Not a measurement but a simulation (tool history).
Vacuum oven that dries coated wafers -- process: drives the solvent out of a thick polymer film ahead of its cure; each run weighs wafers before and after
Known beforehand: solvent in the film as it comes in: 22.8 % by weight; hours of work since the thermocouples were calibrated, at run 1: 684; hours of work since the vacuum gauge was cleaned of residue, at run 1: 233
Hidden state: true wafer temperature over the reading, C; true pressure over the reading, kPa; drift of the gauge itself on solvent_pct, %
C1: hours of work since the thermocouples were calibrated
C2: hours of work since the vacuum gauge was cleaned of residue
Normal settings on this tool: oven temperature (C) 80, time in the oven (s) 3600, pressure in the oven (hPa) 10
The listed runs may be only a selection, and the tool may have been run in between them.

{"run": 1, "day": 0.0, "oven temperature (C)": 80, "time in the oven (s)": 3600, "pressure in the oven (hPa)": 10, "C1": 684, "C2": 233, "solvent left in the film (%)": 4.17}
{"run": 2, "day": 0.592, "oven temperature (C)": 80, "time in the oven (s)": 3600, "pressure in the oven (hPa)": 10, "C1": 691, "C2": 240, "solvent left in the film (%)": 4.41}
{"run": 3, "day": 0.871, "oven temperature (C)": 65, "time in the oven (s)": 3600, "pressure in the oven (hPa)": 10, "C1": 694, "C2": 243, "solvent left in the film (%)": 11.55}
{"run": 4, "day": 1.388, "oven temperature (C)": 71, "time in the oven (s)": 3600, "pressure in the oven (hPa)": 10, "C1": 700, "C2": 249, "solvent left in the film (%)": 8.63}
{"run": 5, "day": 1.838, "oven temperature (C)": 80, "time in the oven (s)": 3600, "pressure in the oven (hPa)": 10.3, "C1": 705, "C2": 254, "solvent left in the film (%)": 4.3}
{"run": 6, "day": 2.346, "oven temperature (C)": 80, "time in the oven (s)": 3600, "pressure in the oven (hPa)": 10, "C1": 711, "C2": 260, "solvent left in the film (%)": 4.23}
{"run": 7, "day": 2.988, "oven temperature (C)": 80, "time in the oven (s)": 4200, "pressure in the oven (hPa)": 10, "C1": 719, "C2": 268, "solvent left in the film (%)": 3.35}
{"run": 8, "day": 3.3, "oven temperature (C)": 80, "time in the oven (s)": 4200, "pressure in the oven (hPa)": 10, "C1": 723, "C2": 272, "solvent left in the film (%)": 3.39}
{"run": 9, "day": 3.592, "oven temperature (C)": 80, "time in the oven (s)": 4200, "pressure in the oven (hPa)": 10, "C1": 726, "C2": 275, "solvent left in the film (%)": 3.4}
{"run": 10, "day": 4.058, "oven temperature (C)": 80, "time in the oven (s)": 3120, "pressure in the oven (hPa)": 10, "C1": 732, "C2": 281, "solvent left in the film (%)": 4.98}
{"run": 11, "day": 4.704, "oven temperature (C)": 80, "time in the oven (s)": 3600, "pressure in the oven (hPa)": 10, "C1": 739, "C2": 288, "solvent left in the film (%)": 4.4}
{"run": 12, "day": 5.317, "oven temperature (C)": 80, "time in the oven (s)": 3600, "pressure in the oven (hPa)": 10, "C1": 747, "C2": 296, "solvent left in the film (%)": 4.25}
{"run": 13, "day": 5.783, "oven temperature (C)": 80, "time in the oven (s)": 3600, "pressure in the oven (hPa)": 10, "C1": 752, "C2": 301, "solvent left in the film (%)": 4.33}
{"run": 14, "day": 6.092, "oven temperature (C)": 80, "time in the oven (s)": 3600, "pressure in the oven (hPa)": 10, "C1": 756, "C2": 305, "solvent left in the film (%)": 4.32}
{"run": 15, "day": 6.725, "oven temperature (C)": 80, "time in the oven (s)": 3600, "pressure in the oven (hPa)": 10, "C1": 763, "C2": 312, "solvent left in the film (%)": 4.25}
{"run": 16, "day": 7.129, "oven temperature (C)": 80, "time in the oven (s)": 3600, "pressure in the oven (hPa)": 10, "C1": 768, "C2": 317, "solvent left in the film (%)": 4.17}
{"run": 17, "day": 7.738, "oven temperature (C)": 80, "time in the oven (s)": 3600, "pressure in the oven (hPa)": 10, "C1": 775, "C2": 324, "solvent left in the film (%)": 4.25}
{"run": 18, "day": 8.171, "oven temperature (C)": 80, "time in the oven (s)": 3600, "pressure in the oven (hPa)": 10, "C1": 780, "C2": 329, "solvent left in the film (%)": 4.25}
{"run": 19, "day": 8.508, "oven temperature (C)": 80, "time in the oven (s)": 3600, "pressure in the oven (hPa)": 10, "C1": 784, "C2": 333, "solvent left in the film (%)": 4.23}
{"run": 20, "day": 8.946, "oven temperature (C)": 80, "time in the oven (s)": 3780, "pressure in the oven (hPa)": 10, "C1": 790, "C2": 339, "solvent left in the film (%)": 3.94}
{"run": 21, "day": 9.462, "oven temperature (C)": 67, "time in the oven (s)": 3600, "pressure in the oven (hPa)": 10, "C1": 796, "C2": 345, "solvent left in the film (%)": 10.55}
{"run": 22, "day": 9.742, "oven temperature (C)": 67, "time in the oven (s)": 3600, "pressure in the oven (hPa)": 10, "C1": 799, "C2": 348, "solvent left in the film (%)": 10.68}
{"run": 23, "day": 10.412, "oven temperature (C)": 80, "time in the oven (s)": 5400, "pressure in the oven (hPa)": 10, "C1": 807, "C2": 356, "solvent left in the film (%)": 2.18}
{"run": 24, "day": 10.992, "oven temperature (C)": 80, "time in the oven (s)": 3060, "pressure in the oven (hPa)": 21.9, "C1": 814, "C2": 363, "solvent left in the film (%)": 5.68}
{"run": 25, "day": 11.354, "oven temperature (C)": 93, "time in the oven (s)": 2400, "pressure in the oven (hPa)": 22.7, "C1": 818, "C2": 367, "solvent left in the film (%)": 1.93}
{"run": 26, "day": 11.829, "oven temperature (C)": 80, "time in the oven (s)": 4260, "pressure in the oven (hPa)": 10, "C1": 824, "C2": 373, "solvent left in the film (%)": 3.23}
{"run": 27, "day": 12.167, "oven temperature (C)": 80, "time in the oven (s)": 3600, "pressure in the oven (hPa)": 6.2, "C1": 828, "C2": 377, "solvent left in the film (%)": 4.11}
{"run": 28, "day": 12.525, "oven temperature (C)": 94, "time in the oven (s)": 3600, "pressure in the oven (hPa)": 39.2, "C1": 832, "C2": 381, "solvent left in the film (%)": 1.2}
{"run": 29, "day": 13.175, "oven temperature (C)": 91, "time in the oven (s)": 3600, "pressure in the oven (hPa)": 30.2, "C1": 840, "C2": 389, "solvent left in the film (%)": 1.38}
{"run": 30, "day": 13.833, "oven temperature (C)": 79, "time in the oven (s)": 4740, "pressure in the oven (hPa)": 30.2, "C1": 848, "C2": 397, "solvent left in the film (%)": 3.68}
{"run": 31, "day": 14.475, "oven temperature (C)": 73, "time in the oven (s)": 3600, "pressure in the oven (hPa)": 25.1, "C1": 855, "C2": 404, "solvent left in the film (%)": 8.29}
{"run": 32, "day": 14.892, "oven temperature (C)": 83, "time in the oven (s)": 4200, "pressure in the oven (hPa)": 14.9, "C1": 860, "C2": 409, "solvent left in the film (%)": 2.3}
{"run": 33, "day": 15.275, "oven temperature (C)": 83, "time in the oven (s)": 4200, "pressure in the oven (hPa)": 14.9, "C1": 865, "C2": 414, "solvent left in the film (%)": 2.39}
{"run": 34, "day": 15.654, "oven temperature (C)": 91, "time in the oven (s)": 4620, "pressure in the oven (hPa)": 38.9, "C1": 869, "C2": 418, "solvent left in the film (%)": 1.16}
{"run": 35, "day": 16.25, "oven temperature (C)": 80, "time in the oven (s)": 3600, "pressure in the oven (hPa)": 10.7, "C1": 876, "C2": 425, "solvent left in the film (%)": 4.11}
{"run": 36, "day": 16.696, "oven temperature (C)": 80, "time in the oven (s)": 3600, "pressure in the oven (hPa)": 10.7, "C1": 881, "C2": 431, "solvent left in the film (%)": 4.3}
{"run": 37, "day": 17.3, "oven temperature (C)": 88, "time in the oven (s)": 4140, "pressure in the oven (hPa)": 10, "C1": 889, "C2": 438, "solvent left in the film (%)": 1.13}
{"run": 38, "day": 17.808, "oven temperature (C)": 81, "time in the oven (s)": 4980, "pressure in the oven (hPa)": 10, "C1": 895, "C2": 444, "solvent left in the film (%)": 2.13}
{"run": 39, "day": 18.162, "oven temperature (C)": 77, "time in the oven (s)": 2700, "pressure in the oven (hPa)": 37, "C1": 899, "C2": 448, "solvent left in the film (%)": 8.28}
{"run": 40, "day": 18.512, "oven temperature (C)": 80, "time in the oven (s)": 3600, "pressure in the oven (hPa)": 9.8, "C1": 903, "C2": 452, "solvent left in the film (%)": 4.07}
{"run": 41, "day": 19.021, "oven temperature (C)": 77, "time in the oven (s)": 4500, "pressure in the oven (hPa)": 16.8, "C1": 909, "C2": 458, "solvent left in the film (%)": 4.26}
{"run": 42, "day": 19.492, "oven temperature (C)": 76, "time in the oven (s)": 4680, "pressure in the oven (hPa)": 9.3, "C1": 915, "C2": 464, "solvent left in the film (%)": 4.35}
{"run": 43, "day": 20.05, "oven temperature (C)": 76, "time in the oven (s)": 4680, "pressure in the oven (hPa)": 9.3, "C1": 921, "C2": 470, "solvent left in the film (%)": 4.34}
{"run": 44, "day": 20.667, "oven temperature (C)": 80, "time in the oven (s)": 4260, "pressure in the oven (hPa)": 39.7, "C1": 929, "C2": 478, "solvent left in the film (%)": 4.23}
{"run": 45, "day": 21.038, "oven temperature (C)": 67, "time in the oven (s)": 3240, "pressure in the oven (hPa)": 5.4, "C1": 933, "C2": 482, "solvent left in the film (%)": 10.96}
{"run": 46, "day": 21.367, "oven temperature (C)": 67, "time in the oven (s)": 3240, "pressure in the oven (hPa)": 5.4, "C1": 937, "C2": 486, "solvent left in the film (%)": 11.21}

Pick out some run-to-run changes in solvent left in the film (%). Of each, how much would a tool without hidden state show as well, from the settings, what came in and chance, and how much is left for the hidden state and any gauge scatter not in both results compared?
Run 2 -> 3: oven temperature (C) 80 -> 65. solvent left in the film (%) +7.14: hidden state +0.04, all else +7.1.
Run 22 -> 23: oven temperature (C) 67 -> 80, time in the oven (s) 3600 -> 5400. solvent left in the film (%) -8.5: hidden state +0.22, all else -8.72.
Run 27 -> 28: oven temperature (C) 80 -> 94, pressure in the oven (hPa) 6.2 -> 39.2. solvent left in the film (%) -2.91: hidden state +0.58, all else -3.49.
Run 34 -> 35: oven temperature (C) 91 -> 80, time in the oven (s) 4620 -> 3600, pressure in the oven (hPa) 38.9 -> 10.7. solvent left in the film (%) +2.95: hidden state -0.63, all else +3.58.
Run 36 -> 37: oven temperature (C) 80 -> 88, time in the oven (s) 3600 -> 4140, pressure in the oven (hPa) 10.7 -> 10. solvent left in the film (%) -3.17: hidden state +0.48, all else -3.65.
Run 44 -> 45: oven temperature (C) 80 -> 67, time in the oven (s) 4260 -> 3240, pressure in the oven (hPa) 39.7 -> 5.4. solvent left in the film (%) +6.73: hidden state -0.02, all else +6.75.
